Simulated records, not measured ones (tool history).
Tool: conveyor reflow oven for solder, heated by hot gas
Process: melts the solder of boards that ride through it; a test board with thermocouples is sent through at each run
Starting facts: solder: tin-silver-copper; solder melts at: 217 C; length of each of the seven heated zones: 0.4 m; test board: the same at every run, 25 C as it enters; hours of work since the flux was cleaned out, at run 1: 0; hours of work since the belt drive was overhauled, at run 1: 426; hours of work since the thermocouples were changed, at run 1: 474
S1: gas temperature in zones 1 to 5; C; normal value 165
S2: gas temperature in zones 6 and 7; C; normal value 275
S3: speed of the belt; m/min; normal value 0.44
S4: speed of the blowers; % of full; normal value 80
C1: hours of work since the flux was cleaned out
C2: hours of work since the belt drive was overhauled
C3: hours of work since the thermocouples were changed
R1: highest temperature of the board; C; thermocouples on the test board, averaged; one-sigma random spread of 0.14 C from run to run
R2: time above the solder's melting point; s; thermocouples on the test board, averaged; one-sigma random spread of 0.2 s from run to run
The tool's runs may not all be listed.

run 1 hour=0 | S1=165 S2=275 S3=0.44 S4=80 | C1=0 C2=426 C3=474 | R1=260.5 R2=86.1
run 2 hour=7.5 | S1=165 S2=275 S3=0.44 S4=80 | C1=6 C2=432 C3=479 | R1=260.6 R2=86.2
run 3 hour=23.1 | S1=165 S2=275 S3=0.44 S4=80 | C1=16 C2=442 C3=490 | R1=260.3 R2=85.8
run 4 hour=37.6 | S1=166 S2=275 S3=0.44 S4=80 | C1=26 C2=452 C3=500 | R1=260.4 R2=86.7
run 5 hour=52.2 | S1=166 S2=275 S3=0.44 S4=80 | C1=36 C2=462 C3=510 | R1=260.2 R2=86.6
run 6 hour=61.7 | S1=166 S2=275 S3=0.44 S4=80 | C1=43 C2=469 C3=517 | R1=260.6 R2=86.6
run 7 hour=74 | S1=166 S2=275 S3=0.44 S4=80 | C1=52 C2=478 C3=525 | R1=260.2 R2=86.5
run 8 hour=82.3 | S1=166 S2=275 S3=0.425 S4=80 | C1=57 C2=483 C3=531 | R1=261.4 R2=90.7
run 9 hour=92.5 | S1=166 S2=275 S3=0.425 S4=80 | C1=64 C2=490 C3=538 | R1=261.3 R2=90.9
-- hour=98.6 flux residue cleaned out of gas plates and filters
run 10 hour=110.9 | S1=166 S2=275 S3=0.425 S4=80 | C1=8 C2=499 C3=547 | R1=261.3 R2=90.6
run 11 hour=117.7 | S1=166 S2=275 S3=0.425 S4=80 | C1=13 C2=504 C3=552 | R1=260.8 R2=90.6
run 12 hour=127.2 | S1=165 S2=275 S3=0.363 S4=80 | C1=20 C2=511 C3=558 | R1=265.4 R2=111.3
run 13 hour=141.8 | S1=154 S2=283 S3=0.457 S4=75 | C1=30 C2=521 C3=569 | R1=262.3 R2=79.5
-- hour=150 flux residue cleaned out of gas plates and filters, once more
run 14 hour=156.6 | S1=154 S2=283 S3=0.457 S4=75 | C1=5 C2=528 C3=575 | R1=264 R2=80.5
run 15 hour=171 | S1=154 S2=283 S3=0.457 S4=75 | C1=14 C2=537 C3=585 | R1=263.6 R2=80.8
run 16 hour=180.9 | S1=154 S2=283 S3=0.457 S4=75 | C1=21 C2=544 C3=592 | R1=263.4 R2=81
run 17 hour=189.4 | S1=154 S2=283 S3=0.457 S4=75 | C1=27 C2=550 C3=598 | R1=263.3 R2=80.8
run 18 hour=199.1 | S1=154 S2=283 S3=0.457 S4=75 | C1=34 C2=557 C3=605 | R1=263.5 R2=80.8
run 19 hour=207.1 | S1=165 S2=268 S3=0.44 S4=54 | C1=39 C2=562 C3=610 | R1=248.2 R2=72.1
run 20 hour=218.9 | S1=165 S2=268 S3=0.44 S4=54 | C1=48 C2=570 C3=618 | R1=248 R2=72

Hidden condition of the tool, last listed run before each entry between runs versus first listed run after:
Logged between run 9 and run 10: flux residue cleaned out of gas plates and filters (hour 98.6)
  heat that the gas passes to the board, % of a clean oven's: 97.1 -> 96.3; belt's true speed, % of the reading: 98.76 -> 98.74; true gas temperature in zones 6 and 7 over the reading, C: 1.33 -> 1.35
  measured minus no-state result, R1: +0.7 -> +0.6 C; R2: +1.6 -> +1.4 s
Logged between run 13 and run 14: flux residue cleaned out of gas plates and filters, once more (hour 150)
  heat that the gas passes to the board, % of a clean oven's: 95.7 -> 99.4; belt's true speed, % of the reading: 98.69 -> 98.68; true gas temperature in zones 6 and 7 over the reading, C: 1.42 -> 1.44
  measured minus no-state result, R1: +0.3 -> +1.6 C; R2: +1 -> +2.3 s
